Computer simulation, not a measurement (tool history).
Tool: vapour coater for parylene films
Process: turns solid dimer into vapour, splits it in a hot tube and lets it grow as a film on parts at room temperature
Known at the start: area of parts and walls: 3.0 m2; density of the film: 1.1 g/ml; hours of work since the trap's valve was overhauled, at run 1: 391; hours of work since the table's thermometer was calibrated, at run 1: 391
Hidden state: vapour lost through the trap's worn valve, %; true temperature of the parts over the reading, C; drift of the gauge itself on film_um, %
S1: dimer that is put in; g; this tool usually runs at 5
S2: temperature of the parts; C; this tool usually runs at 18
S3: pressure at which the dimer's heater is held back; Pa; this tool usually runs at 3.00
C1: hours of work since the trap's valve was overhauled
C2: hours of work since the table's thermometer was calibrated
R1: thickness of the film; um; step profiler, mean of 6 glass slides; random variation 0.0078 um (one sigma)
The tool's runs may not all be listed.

{"run": 1, "hour": 0.0, "S1": 5, "S2": 18, "S3": 3.0, "C1": 391, "C2": 391, "R1": 0.959}
{"hour": 13.6, "done": "trap's valve overhauled"}
{"run": 2, "hour": 44.1, "S1": 5, "S2": 18, "S3": 3.0, "C1": 20, "C2": 417, "R1": 1.036}
{"run": 3, "hour": 102.9, "S1": 5, "S2": 18, "S3": 3.0, "C1": 58, "C2": 455, "R1": 1.015}
{"run": 4, "hour": 179.4, "S1": 5, "S2": 18, "S3": 3.0, "C1": 107, "C2": 504, "R1": 1.023}
{"run": 5, "hour": 237.9, "S1": 5, "S2": 18, "S3": 3.0, "C1": 145, "C2": 542, "R1": 1.009}
{"run": 6, "hour": 283.3, "S1": 5, "S2": 18, "S3": 3.0, "C1": 174, "C2": 572, "R1": 1.006}
{"run": 7, "hour": 319.8, "S1": 5, "S2": 13, "S3": 3.0, "C1": 198, "C2": 595, "R1": 1.176}
{"run": 8, "hour": 380.2, "S1": 5, "S2": 18, "S3": 3.0, "C1": 237, "C2": 634, "R1": 1.005}
{"run": 9, "hour": 415.5, "S1": 5, "S2": 18, "S3": 3.0, "C1": 260, "C2": 657, "R1": 0.98}
{"run": 10, "hour": 450.6, "S1": 5, "S2": 18, "S3": 3.0, "C1": 282, "C2": 680, "R1": 0.993}
{"run": 11, "hour": 490.8, "S1": 7, "S2": 18, "S3": 2.99, "C1": 308, "C2": 706, "R1": 1.403}
{"run": 12, "hour": 544.8, "S1": 7, "S2": 18, "S3": 2.99, "C1": 343, "C2": 740, "R1": 1.39}
{"run": 13, "hour": 618.9, "S1": 4, "S2": 18, "S3": 9.92, "C1": 391, "C2": 788, "R1": 0.612}
{"hour": 630.8, "done": "trap's valve overhauled"}
{"run": 14, "hour": 680.6, "S1": 4, "S2": 18, "S3": 9.92, "C1": 32, "C2": 826, "R1": 0.614}
{"run": 15, "hour": 754.5, "S1": 4, "S2": 18, "S3": 9.92, "C1": 80, "C2": 873, "R1": 0.625}
{"run": 16, "hour": 795.7, "S1": 4, "S2": 12, "S3": 9.08, "C1": 106, "C2": 900, "R1": 0.78}
{"run": 17, "hour": 878.1, "S1": 4, "S2": 23, "S3": 7.26, "C1": 160, "C2": 953, "R1": 0.571}
{"run": 18, "hour": 946.5, "S1": 4, "S2": 23, "S3": 7.26, "C1": 204, "C2": 997, "R1": 0.55}
{"run": 19, "hour": 1018.7, "S1": 5, "S2": 24, "S3": 5.33, "C1": 251, "C2": 1044, "R1": 0.716}
{"run": 20, "hour": 1095.5, "S1": 2, "S2": 24, "S3": 3.35, "C1": 300, "C2": 1094, "R1": 0.325}

Predict each of these 4 candidate next runs independently; none follows another, all start after run 20:
{"run": "A", "hour": 1134.2, "S1": 2, "S2": 11, "S3": 3.35, "C1": 325, "C2": 1119, "R1": "?"}
{"run": "B", "hour": 1134.2, "S1": 2, "S2": 15, "S3": 3.35, "C1": 325, "C2": 1119, "R1": "?"}
{"run": "C", "hour": 1134.2, "S1": 6, "S2": 11, "S3": 3.0, "C1": 325, "C2": 1119, "R1": "?"}
{"run": "D", "hour": 1134.2, "S1": 3, "S2": 18, "S3": 3.0, "C1": 325, "C2": 1119, "R1": "?"}

run=A R1=0.497
run=B R1=0.442
run=C R1=1.516
run=D R1=0.594
What these runs would have given with no unlogged condition in the tool:
run=A R1=0.511
run=B R1=0.454
run=C R1=1.557
run=D R1=0.610
